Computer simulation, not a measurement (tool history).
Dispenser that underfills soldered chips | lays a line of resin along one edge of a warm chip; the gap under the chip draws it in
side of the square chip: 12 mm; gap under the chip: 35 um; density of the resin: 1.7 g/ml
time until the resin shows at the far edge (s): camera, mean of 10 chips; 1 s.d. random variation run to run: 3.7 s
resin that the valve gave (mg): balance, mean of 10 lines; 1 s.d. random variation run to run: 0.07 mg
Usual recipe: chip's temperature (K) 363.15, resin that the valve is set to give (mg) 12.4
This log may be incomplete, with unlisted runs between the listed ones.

| run | hour | chip's temperature (K) | resin that the valve is set to give (mg) | time until the resin shows at the far edge (s) | resin that the valve gave (mg) |
|---|---|---|---|---|---|
| 1 | 0.0 | 363.15 | 12.4 | 388.8 | 12.01 |
| 2 | 2.5 | 363.15 | 12.4 | 452.2 | 11.94 |
| 3 | 6.7 | 363.15 | 12.4 | 551.4 | 11.88 |
| 4 | 11.4 | 363.15 | 12.4 | 706.1 | 11.84 |
|  | 12.6 | new syringe of resin |
| 5 | 14.6 | 363.15 | 12.4 | 393.7 | 11.78 |
| 6 | 17.3 | 351.15 | 12.4 | 767.4 | 11.83 |
| 7 | 22.4 | 351.15 | 12.4 | 998.4 | 11.72 |
| 8 | 26.1 | 351.15 | 12.4 | 1200.5 | 11.81 |
|  | 26.7 | new syringe of resin |
| 9 | 29.0 | 363.15 | 12.4 | 392.3 | 11.57 |
| 10 | 33.6 | 363.15 | 12.4 | 500.3 | 11.66 |
| 11 | 38.6 | 363.15 | 12.4 | 652.1 | 11.70 |
|  | 40.8 | new syringe of resin |
| 12 | 41.8 | 363.15 | 12.4 | 377.8 | 11.51 |
| 13 | 44.9 | 363.15 | 12.4 | 445.8 | 11.47 |
| 14 | 49.5 | 363.15 | 12.4 | 564.2 | 11.48 |
| 15 | 54.3 | 363.15 | 12.4 | 729.7 | 11.44 |
|  | 54.9 | new syringe of resin |
| 16 | 57.8 | 363.15 | 12.4 | 413.1 | 11.41 |
| 17 | 62.1 | 363.15 | 12.4 | 518.1 | 11.38 |
| 18 | 66.4 | 363.15 | 12.4 | 629.4 | 11.36 |
|  | 68.9 | new syringe of resin |
| 19 | 69.4 | 362.15 | 14.9 | 374.3 | 13.53 |
| 20 | 72.9 | 351.15 | 14.9 | 726.2 | 13.64 |
| 21 | 75.7 | 352.15 | 14.1 | 797.6 | 12.84 |
| 22 | 80.1 | 375.15 | 12.4 | 393.2 | 11.16 |
|  | 82.9 | new syringe of resin |
| 23 | 82.9 | 369.15 | 14.2 | 270.1 | 12.75 |
|  | 84.4 | dispensing valve cleaned and set on the balance |
| 24 | 86.2 | 369.15 | 14.2 | 303.6 | 14.22 |
| 25 | 89.4 | 349.15 | 11.1 | 893.5 | 10.97 |
| 26 | 92.2 | 362.15 | 13.8 | 553.6 | 13.77 |
| 27 | 94.7 | 363.15 | 14.8 | 598.6 | 14.74 |
|  | 98.0 | new syringe of resin |
| 28 | 99.2 | 370.15 | 13.2 | 282.3 | 13.11 |
| 29 | 101.3 | 365.15 | 14.0 | 384.5 | 13.89 |
| 30 | 105.0 | 363.15 | 13.9 | 496.1 | 13.74 |
| 31 | 109.7 | 363.15 | 10.6 | 683.0 | 10.32 |
|  | 112.0 | new syringe of resin |
| 32 | 114.1 | 349.15 | 10.7 | 762.8 | 10.47 |
| 33 | 118.4 | 364.15 | 14.8 | 454.6 | 14.46 |
| 34 | 122.2 | 364.15 | 14.8 | 549.7 | 14.43 |
|  | 126.0 | new syringe of resin |
| 35 | 126.0 | 363.15 | 11.2 | 356.7 | 10.95 |
| 36 | 128.4 | 365.15 | 12.3 | 359.2 | 11.93 |

3 ways to go on from here, each from the tool as it stands after run 36. What would each give?
| A | 133.1 | 371.15 | 10.8 | ? | ? |
| B | 133.1 | 362.15 | 14.5 | ? | ? |
| C | 133.1 | 357.15 | 12.3 | ? | ? |

| run | time until the resin shows at the far edge (s) | resin that the valve gave (mg) |
|---|---|---|
| A | 372.6 | 10.50 |
| B | 511.2 | 14.04 |
| C | 659.6 | 11.91 |
With no hidden state in the tool, these same runs would have given:
| run | time until the resin shows at the far edge (s) | resin that the valve gave (mg) |
|---|---|---|
| A | 270.4 | 10.88 |
| B | 375.3 | 14.55 |
| C | 482.8 | 12.34 |
